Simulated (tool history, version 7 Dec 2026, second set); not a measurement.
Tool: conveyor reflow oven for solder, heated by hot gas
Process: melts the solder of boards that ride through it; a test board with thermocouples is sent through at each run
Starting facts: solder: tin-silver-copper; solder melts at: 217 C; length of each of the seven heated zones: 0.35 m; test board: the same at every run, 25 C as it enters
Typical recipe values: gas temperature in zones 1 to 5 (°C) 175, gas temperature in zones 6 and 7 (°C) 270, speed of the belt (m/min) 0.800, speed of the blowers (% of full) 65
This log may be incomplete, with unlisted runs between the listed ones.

run  hour  gas temperature in zones 1 to 5 (°C)  gas temperature in zones 6 and 7 (°C)  speed of the belt (m/min)  speed of the blowers (% of full)  highest temperature of the board (°C)  time above the solder's melting point (s)
  1   0.0                                   175                                    270                      0.800                                65                                  251.3                                       38.7
  2   8.6                                   175                                    270                      0.800                                65                                  251.3                                       38.6
  3  16.3                                   184                                    270                      0.800                                65                                  253.1                                       41.7
  4  22.3                                   175                                    270                      0.845                                65                                  249.5                                       35.1
  5  29.0                                   175                                    270                      0.845                                65                                  249.4                                       35.2
  6  38.6                                   175                                    270                      0.845                                65                                  249.3                                       35.2
  7  47.7                                   175                                    270                      0.845                                65                                  249.3                                       35.1
  8  58.1                                   175                                    270                      0.845                                65                                  249.3                                       35.0

Run 9 has not been measured yet. What should we expect?
  9  68.4                                   175                                    270                      0.845                                65                                      ?                                          ?

highest temperature of the board (°C): 249.4
time above the solder's melting point (s): 34.9
If the tool had no hidden condition, the same run with the same run-to-run variation would have returned highest temperature of the board (°C) 249.7, time above the solder's melting point (s) 35.0.

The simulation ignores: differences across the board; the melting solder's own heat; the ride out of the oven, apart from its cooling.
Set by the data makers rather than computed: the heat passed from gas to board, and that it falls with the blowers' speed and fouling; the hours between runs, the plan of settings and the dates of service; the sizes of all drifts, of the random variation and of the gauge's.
